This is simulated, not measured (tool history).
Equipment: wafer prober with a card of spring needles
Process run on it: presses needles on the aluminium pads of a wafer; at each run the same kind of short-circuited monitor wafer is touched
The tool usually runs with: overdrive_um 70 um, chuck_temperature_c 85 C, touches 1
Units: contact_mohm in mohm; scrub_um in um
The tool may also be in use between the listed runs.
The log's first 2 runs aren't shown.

{"hour": 13.7, "done": "tips cleaned on abrasive film"}
{"run": 3, "hour": 21.3, "overdrive_um": 70, "chuck_temperature_c": 85, "touches": 1, "contact_mohm": 159, "scrub_um": 11.87}
{"hour": 27.9, "done": "tips cleaned on abrasive film"}
{"run": 4, "hour": 31.9, "overdrive_um": 64, "chuck_temperature_c": 85, "touches": 1, "contact_mohm": 161, "scrub_um": 10.86}
{"run": 5, "hour": 39.1, "overdrive_um": 64, "chuck_temperature_c": 85, "touches": 1, "contact_mohm": 161, "scrub_um": 10.87}
{"hour": 41.9, "done": "tips cleaned on abrasive film"}
{"run": 6, "hour": 45.5, "overdrive_um": 64, "chuck_temperature_c": 85, "touches": 1, "contact_mohm": 161, "scrub_um": 10.85}
{"hour": 55.8, "done": "tips cleaned on abrasive film"}
{"run": 7, "hour": 56.8, "overdrive_um": 64, "chuck_temperature_c": 85, "touches": 1, "contact_mohm": 160, "scrub_um": 10.85}
{"run": 8, "hour": 62.3, "overdrive_um": 64, "chuck_temperature_c": 85, "touches": 1, "contact_mohm": 162, "scrub_um": 10.81}
{"run": 9, "hour": 67.9, "overdrive_um": 64, "chuck_temperature_c": 85, "touches": 1, "contact_mohm": 163, "scrub_um": 10.87}
{"hour": 69.4, "done": "tips cleaned on abrasive film"}
{"run": 10, "hour": 75.5, "overdrive_um": 86, "chuck_temperature_c": 85, "touches": 1, "contact_mohm": 155, "scrub_um": 14.51}
{"run": 11, "hour": 80.5, "overdrive_um": 65, "chuck_temperature_c": 85, "touches": 1, "contact_mohm": 164, "scrub_um": 10.99}
{"hour": 83.5, "done": "tips cleaned on abrasive film"}
{"run": 12, "hour": 87.5, "overdrive_um": 65, "chuck_temperature_c": 85, "touches": 1, "contact_mohm": 163, "scrub_um": 10.94}
{"run": 13, "hour": 92.3, "overdrive_um": 65, "chuck_temperature_c": 85, "touches": 1, "contact_mohm": 164, "scrub_um": 10.96}
{"hour": 97.2, "done": "tips cleaned on abrasive film"}
{"run": 14, "hour": 102.4, "overdrive_um": 70, "chuck_temperature_c": 33, "touches": 1, "contact_mohm": 148, "scrub_um": 11.78}
{"hour": 110.7, "done": "tips cleaned on abrasive film"}
{"run": 15, "hour": 113.9, "overdrive_um": 78, "chuck_temperature_c": 33, "touches": 1, "contact_mohm": 148, "scrub_um": 13.12}
{"hour": 124.5, "done": "tips cleaned on abrasive film"}
{"run": 16, "hour": 125.5, "overdrive_um": 78, "chuck_temperature_c": 33, "touches": 2, "contact_mohm": 146, "scrub_um": 13.09}
{"run": 17, "hour": 134.1, "overdrive_um": 78, "chuck_temperature_c": 33, "touches": 2, "contact_mohm": 150, "scrub_um": 13.06}
{"hour": 138.8, "done": "tips cleaned on abrasive film"}
{"run": 18, "hour": 142.9, "overdrive_um": 54, "chuck_temperature_c": 34, "touches": 1, "contact_mohm": 152, "scrub_um": 9.06}
{"run": 19, "hour": 148.0, "overdrive_um": 54, "chuck_temperature_c": 34, "touches": 1, "contact_mohm": 157, "scrub_um": 9.02}
{"hour": 152.8, "done": "tips cleaned on abrasive film"}
{"run": 20, "hour": 152.8, "overdrive_um": 54, "chuck_temperature_c": 34, "touches": 1, "contact_mohm": 153, "scrub_um": 9.08}

The next listed run, before its measurement:
{"run": 21, "hour": 158.1, "overdrive_um": 55, "chuck_temperature_c": 85, "touches": 1, "contact_mohm": "?", "scrub_um": "?"}

contact_mohm: 165 mohm
scrub_um: 9.21 um
Take away the tool's hidden state, keep the run-to-run variation as it was, and the same run would have given contact_mohm 164 mohm, scrub_um 9.38 um.
